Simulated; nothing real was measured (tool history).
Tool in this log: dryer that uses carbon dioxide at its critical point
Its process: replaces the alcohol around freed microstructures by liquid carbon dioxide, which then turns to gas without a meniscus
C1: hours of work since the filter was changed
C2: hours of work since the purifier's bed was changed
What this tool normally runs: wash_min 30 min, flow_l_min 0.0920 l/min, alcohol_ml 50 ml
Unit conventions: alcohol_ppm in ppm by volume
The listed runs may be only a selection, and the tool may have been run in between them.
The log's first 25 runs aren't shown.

run 26 hour=1166.1 | wash_min=22 flow_l_min=0.1422 alcohol_ml=22 | C1=72 C2=680 | alcohol_ppm=252
run 27 hour=1214.8 | wash_min=22 flow_l_min=0.1422 alcohol_ml=22 | C1=88 C2=696 | alcohol_ppm=263
run 28 hour=1265.9 | wash_min=32 flow_l_min=0.0838 alcohol_ml=61 | C1=105 C2=713 | alcohol_ppm=1430
run 29 hour=1314.0 | wash_min=32 flow_l_min=0.0838 alcohol_ml=61 | C1=120 C2=729 | alcohol_ppm=1488
run 30 hour=1371.9 | wash_min=30 flow_l_min=0.0838 alcohol_ml=37 | C1=139 C2=747 | alcohol_ppm=1250
run 31 hour=1416.0 | wash_min=30 flow_l_min=0.0838 alcohol_ml=37 | C1=154 C2=762 | alcohol_ppm=1308
run 32 hour=1457.8 | wash_min=30 flow_l_min=0.0838 alcohol_ml=37 | C1=167 C2=775 | alcohol_ppm=1370
run 33 hour=1518.9 | wash_min=30 flow_l_min=0.0838 alcohol_ml=37 | C1=187 C2=795 | alcohol_ppm=1454
run 34 hour=1566.6 | wash_min=30 flow_l_min=0.0838 alcohol_ml=37 | C1=203 C2=811 | alcohol_ppm=1490
run 35 hour=1596.9 | wash_min=19 flow_l_min=0.1493 alcohol_ml=23 | C1=213 C2=821 | alcohol_ppm=557
run 36 hour=1651.5 | wash_min=31 flow_l_min=0.0765 alcohol_ml=50 | C1=231 C2=839 | alcohol_ppm=2674
run 37 hour=1711.4 | wash_min=31 flow_l_min=0.0605 alcohol_ml=36 | C1=250 C2=858 | alcohol_ppm=4350
run 38 hour=1764.3 | wash_min=31 flow_l_min=0.0796 alcohol_ml=36 | C1=267 C2=876 | alcohol_ppm=1808
run 39 hour=1809.8 | wash_min=31 flow_l_min=0.0796 alcohol_ml=36 | C1=282 C2=890 | alcohol_ppm=1857
run 40 hour=1849.2 | wash_min=38 flow_l_min=0.0946 alcohol_ml=59 | C1=295 C2=903 | alcohol_ppm=652
-- hour=1890.8 inlet filter changed
run 41 hour=1915.2 | wash_min=38 flow_l_min=0.0946 alcohol_ml=59 | C1=8 C2=924 | alcohol_ppm=281
run 42 hour=1944.3 | wash_min=29 flow_l_min=0.0946 alcohol_ml=20 | C1=17 C2=934 | alcohol_ppm=390
run 43 hour=2003.0 | wash_min=33 flow_l_min=0.0849 alcohol_ml=79 | C1=37 C2=953 | alcohol_ppm=1274

Below are 5 alternative next runs, each starting from the tool's condition after run 43. Predict each:
run A hour=2066.6 | wash_min=36 flow_l_min=0.0849 alcohol_ml=79 | C1=57 C2=974 | alcohol_ppm=?
run B hour=2066.6 | wash_min=30 flow_l_min=0.0920 alcohol_ml=80 | C1=57 C2=974 | alcohol_ppm=?
run C hour=2066.6 | wash_min=46 flow_l_min=0.0687 alcohol_ml=58 | C1=57 C2=974 | alcohol_ppm=?
run D hour=2066.6 | wash_min=30 flow_l_min=0.0920 alcohol_ml=56 | C1=57 C2=974 | alcohol_ppm=?
run E hour=2066.6 | wash_min=33 flow_l_min=0.1067 alcohol_ml=79 | C1=57 C2=974 | alcohol_ppm=?

run=A alcohol_ppm=893
run=B alcohol_ppm=1429
run=C alcohol_ppm=598
run=D alcohol_ppm=1024
run=E alcohol_ppm=445
Without the tool's hidden state the same runs would have given:
run=A alcohol_ppm=668
run=B alcohol_ppm=1133
run=C alcohol_ppm=422
run=D alcohol_ppm=789
run=E alcohol_ppm=289

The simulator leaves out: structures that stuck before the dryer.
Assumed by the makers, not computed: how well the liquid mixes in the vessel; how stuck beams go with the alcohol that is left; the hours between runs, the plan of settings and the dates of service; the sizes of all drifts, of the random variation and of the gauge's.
